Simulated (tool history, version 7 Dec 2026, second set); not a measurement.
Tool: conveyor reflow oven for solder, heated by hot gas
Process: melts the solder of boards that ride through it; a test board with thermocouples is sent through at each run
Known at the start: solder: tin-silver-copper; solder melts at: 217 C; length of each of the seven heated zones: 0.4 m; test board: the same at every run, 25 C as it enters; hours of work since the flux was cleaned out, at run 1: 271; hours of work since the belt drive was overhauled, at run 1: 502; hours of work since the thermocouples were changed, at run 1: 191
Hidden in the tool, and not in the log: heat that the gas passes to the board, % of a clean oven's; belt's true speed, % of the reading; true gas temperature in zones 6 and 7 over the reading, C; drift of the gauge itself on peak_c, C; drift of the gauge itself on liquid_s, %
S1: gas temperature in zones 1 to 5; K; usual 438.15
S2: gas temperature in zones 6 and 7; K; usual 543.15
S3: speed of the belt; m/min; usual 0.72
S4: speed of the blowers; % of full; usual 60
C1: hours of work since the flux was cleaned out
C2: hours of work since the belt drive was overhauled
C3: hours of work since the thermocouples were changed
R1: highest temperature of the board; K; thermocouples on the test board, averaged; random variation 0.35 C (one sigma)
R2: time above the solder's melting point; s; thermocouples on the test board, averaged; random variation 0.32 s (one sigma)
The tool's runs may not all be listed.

run 1 hour=0 | S1=438.15 S2=543.15 S3=0.72 S4=60 | C1=271 C2=502 C3=191 | R1=523.65 R2=45.8
run 2 hour=10.7 | S1=438.15 S2=548.15 S3=0.72 S4=60 | C1=278 C2=508 C3=198 | R1=527.75 R2=48.9
run 3 hour=17.9 | S1=438.15 S2=548.15 S3=0.72 S4=60 | C1=282 C2=513 C3=202 | R1=527.85 R2=48.7
run 4 hour=28.6 | S1=438.15 S2=540.15 S3=0.72 S4=60 | C1=289 C2=519 C3=209 | R1=520.55 R2=43.6
run 5 hour=39.3 | S1=438.15 S2=540.15 S3=0.72 S4=60 | C1=296 C2=526 C3=216 | R1=520.85 R2=43.5
run 6 hour=46.6 | S1=438.15 S2=540.15 S3=0.72 S4=79 | C1=300 C2=530 C3=220 | R1=525.25 R2=46.7
run 7 hour=52.5 | S1=438.15 S2=543.15 S3=0.72 S4=60 | C1=304 C2=534 C3=224 | R1=524.05 R2=45.5
run 8 hour=62.9 | S1=438.15 S2=543.15 S3=0.72 S4=60 | C1=310 C2=540 C3=230 | R1=523.05 R2=45.3
run 9 hour=73.6 | S1=438.15 S2=543.15 S3=0.72 S4=60 | C1=317 C2=547 C3=237 | R1=523.35 R2=45.9
run 10 hour=82.1 | S1=438.15 S2=543.15 S3=0.72 S4=60 | C1=322 C2=552 C3=242 | R1=524.05 R2=45.2
run 11 hour=93 | S1=438.15 S2=543.15 S3=0.72 S4=60 | C1=329 C2=559 C3=249 | R1=523.85 R2=45.5
run 12 hour=99.6 | S1=438.15 S2=543.15 S3=0.72 S4=60 | C1=333 C2=563 C3=253 | R1=523.65 R2=45.3
run 13 hour=104.9 | S1=438.15 S2=545.15 S3=0.72 S4=60 | C1=336 C2=566 C3=256 | R1=525.25 R2=46.5
run 14 hour=111.6 | S1=438.15 S2=545.15 S3=0.72 S4=60 | C1=340 C2=571 C3=260 | R1=524.95 R2=46.7
run 15 hour=121.9 | S1=438.15 S2=545.15 S3=0.72 S4=60 | C1=347 C2=577 C3=267 | R1=525.05 R2=46.8
run 16 hour=129.9 | S1=438.15 S2=545.15 S3=0.72 S4=60 | C1=352 C2=582 C3=272 | R1=524.85 R2=46.1
run 17 hour=136.1 | S1=438.15 S2=545.15 S3=0.72 S4=60 | C1=356 C2=586 C3=276 | R1=524.95 R2=46.9
run 18 hour=144.8 | S1=438.15 S2=545.15 S3=0.632 S4=62 | C1=361 C2=591 C3=281 | R1=529.75 R2=58.3
run 19 hour=154.7 | S1=438.15 S2=543.15 S3=0.787 S4=60 | C1=367 C2=597 C3=287 | R1=519.95 R2=38.3
run 20 hour=164.5 | S1=438.15 S2=543.15 S3=0.787 S4=60 | C1=373 C2=603 C3=293 | R1=520.15 R2=39
run 21 hour=174.4 | S1=438.15 S2=540.15 S3=0.62 S4=83 | C1=379 C2=609 C3=299 | R1=529.75 R2=60
run 22 hour=181.5 | S1=444.15 S2=538.15 S3=0.72 S4=89 | C1=384 C2=614 C3=304 | R1=524.95 R2=49.9
run 23 hour=192 | S1=449.15 S2=543.15 S3=0.613 S4=61 | C1=390 C2=620 C3=310 | R1=530.05 R2=62.9
run 24 hour=198.7 | S1=449.15 S2=543.15 S3=0.613 S4=61 | C1=394 C2=624 C3=314 | R1=531.05 R2=63.9
run 25 hour=210.7 | S1=449.15 S2=547.15 S3=0.613 S4=61 | C1=402 C2=632 C3=322 | R1=534.45 R2=65.1
run 26 hour=221.4 | S1=449.15 S2=547.15 S3=0.613 S4=61 | C1=408 C2=639 C3=328 | R1=534.85 R2=65.8
run 27 hour=226.5 | S1=449.15 S2=547.15 S3=0.613 S4=61 | C1=411 C2=642 C3=331 | R1=534.25 R2=65.5
run 28 hour=237.3 | S1=443.15 S2=543.15 S3=0.72 S4=58 | C1=418 C2=648 C3=338 | R1=523.95 R2=46.4
run 29 hour=243.5 | S1=438.15 S2=551.15 S3=0.675 S4=60 | C1=422 C2=652 C3=342 | R1=533.15 R2=55.1
run 30 hour=252.1 | S1=438.15 S2=542.15 S3=0.675 S4=60 | C1=427 C2=657 C3=347 | R1=525.25 R2=50.1
run 31 hour=259.6 | S1=425.15 S2=553.15 S3=0.675 S4=69 | C1=432 C2=662 C3=352 | R1=534.85 R2=53

4 ways to go on from here, each from the tool as it stands after run 31. What would each give?
run A hour=264.5 | S1=438.15 S2=543.15 S3=0.72 S4=80 | C1=435 C2=665 C3=355 | R1=? R2=?
run B hour=264.5 | S1=442.15 S2=549.15 S3=0.72 S4=70 | C1=435 C2=665 C3=355 | R1=? R2=?
run C hour=264.5 | S1=450.15 S2=543.15 S3=0.72 S4=63 | C1=435 C2=665 C3=355 | R1=? R2=?
run D hour=264.5 | S1=425.15 S2=553.15 S3=0.826 S4=69 | C1=435 C2=665 C3=355 | R1=? R2=?

run=A R1=528.15 R2=49
run=B R1=531.35 R2=52
run=C R1=526.05 R2=51.2
run=D R1=526.45 R2=37.2
Without the tool's hidden state the same runs would have given:
run=A R1=528.35 R2=49.1
run=B R1=531.55 R2=52.1
run=C R1=526.25 R2=51.3
run=D R1=526.65 R2=37.4
